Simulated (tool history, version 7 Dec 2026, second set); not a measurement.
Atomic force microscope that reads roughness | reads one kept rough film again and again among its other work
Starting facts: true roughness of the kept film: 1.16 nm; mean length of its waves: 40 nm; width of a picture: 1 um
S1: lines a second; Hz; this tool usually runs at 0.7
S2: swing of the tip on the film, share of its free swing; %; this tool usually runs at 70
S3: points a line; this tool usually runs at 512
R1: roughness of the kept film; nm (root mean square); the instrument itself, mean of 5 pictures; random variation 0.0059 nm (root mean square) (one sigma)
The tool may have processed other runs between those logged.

run   hour     S1  S2   S3     R1
  1      0    0.7  70  512  1.085
  2   23.1    0.7  70  512  1.094
  3   34.9    0.7  70  921  1.074
  4   54.2    0.7  70  921  1.074
  5   77.6    0.7  70  341  1.058
  6   96.5    0.7  70  398  1.074
  7  116.8    0.7  70  398  1.068
  8    127    0.7  70  398  1.064
  9  140.2    0.7  70  398  1.061
 10  154.3    0.7  70  398  1.048
     167.1  -- new tip fitted
 11    168    0.7  70  398  1.089
 12  189.6    0.7  70  398  1.085
 13  205.9    0.7  70  512  1.079
 14  216.4    0.7  70  512  1.072
 15  236.5  2.073  70  512   0.99
 16  256.9    0.7  73  512  1.055
 17  268.1  0.965  69  552  1.055
 18    282  1.815  68  290  0.996
 19  294.2  1.329  86  512  0.909
 20  312.1  1.329  86  512  0.911
 21  323.3  1.329  86  512  0.917
     333.6  -- new tip fitted
 22  345.9  2.149  86  459  0.852
 23  367.7  2.149  86  459  0.841
 24  386.1  0.884  70  512  1.058
 25  401.8    0.7  78  956  1.047
 26  414.1    0.7  79  277  1.034
 27  425.1  1.544  82  322  0.938
 28  437.7  1.544  82  322  0.937
 29  458.2  0.702  85  336  1.006
 30  473.9  0.702  85  336  1.009
 31  496.5  0.926  76  895  1.014
     500.7  -- new tip fitted
 32  513.9  0.926  76  895   1.04

Alternative continuations, all from the tool just after run 32; predict every row:
  A  537.6  2.639  76  586   ?
  B  537.6  0.556  76  895   ?
  C  537.6   1.43  64  775   ?

run     R1
  A  0.908
  B  1.083
  C  1.064
What these runs would have given with no unlogged condition in the tool:
run     R1
  A  0.909
  B  1.086
  C  1.066
